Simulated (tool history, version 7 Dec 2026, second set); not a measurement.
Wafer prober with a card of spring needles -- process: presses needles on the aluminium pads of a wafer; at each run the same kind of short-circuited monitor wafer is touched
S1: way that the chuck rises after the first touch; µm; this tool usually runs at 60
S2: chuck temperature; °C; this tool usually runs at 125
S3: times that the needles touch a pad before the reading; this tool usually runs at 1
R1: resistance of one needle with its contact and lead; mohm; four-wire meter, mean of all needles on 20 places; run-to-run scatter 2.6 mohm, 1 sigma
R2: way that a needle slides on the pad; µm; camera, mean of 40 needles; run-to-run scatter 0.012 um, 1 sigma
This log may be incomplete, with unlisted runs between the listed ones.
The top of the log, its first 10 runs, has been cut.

run   hour  S1   S2  S3   R1     R2
      67.0  -- tips cleaned on abrasive film
 11   70.9  60   37   1  274  11.15
 12   75.9  60   37   1  271  11.17
      80.6  -- tips cleaned on abrasive film
 13   82.6  60   37   1  276  11.15
      90.6  -- height of the first contact set anew
 14   90.9  60   37   1  269  11.16
      94.7  -- tips cleaned on abrasive film
 15   96.1  60   37   1  271  11.14
 16  104.7  60   37   1  272  11.15
     108.1  -- tips cleaned on abrasive film
 17  109.3  60   37   1  272  11.15
 18  115.9  60   32   1  267  11.17
     121.6  -- tips cleaned on abrasive film
 19  122.3  72   80   2  284  13.38
 20  129.1  60  125   1  297  11.15
 21  133.1  59   35   1  269  10.95
     135.4  -- tips cleaned on abrasive film
 22  137.1  65   58   2  274  12.09
 23  144.8  71   54   1  275  13.21
     148.7  -- tips cleaned on abrasive film
 24  149.9  51   54   1  279   9.47
 25  158.9  64  115   3  298  11.90
     162.0  -- tips cleaned on abrasive film
 26  167.0  64  115   3  290  11.90
 27  171.5  40   85   1  295   7.42
     175.4  -- tips cleaned on abrasive film
 28  179.0  44   79   1  291   8.20
 29  182.9  68   95   1  287  12.64
     189.2  -- tips cleaned on abrasive film
 30  189.2  71  125   2  295  13.21
 31  193.1  74  125   2  293  13.78
 32  201.3  68  125   2  295  12.66
     202.4  -- tips cleaned on abrasive film
 33  205.5  41   37   1  279   7.62
 34  210.4  72  125   1  295  13.40

Branching from run 34: 5 alternative next runs. What would each branch give?
  A  214.7  60  125   2   ?   ?
  B  214.7  59  125   1   ?   ?
  C  214.7  61   62   2   ?   ?
  D  214.7  56   28   3   ?   ?
  E  214.7  49  125   1   ?   ?

run   R1     R2
  A  300  11.16
  B  295  10.99
  C  279  11.33
  D  267  10.39
  E  300   9.11
The same runs, with their run-to-run variation unchanged, on a tool lacking any hidden condition would have given:
run   R1     R2
  A  299  11.16
  B  295  10.99
  C  279  11.33
  D  266  10.39
  E  299   9.11
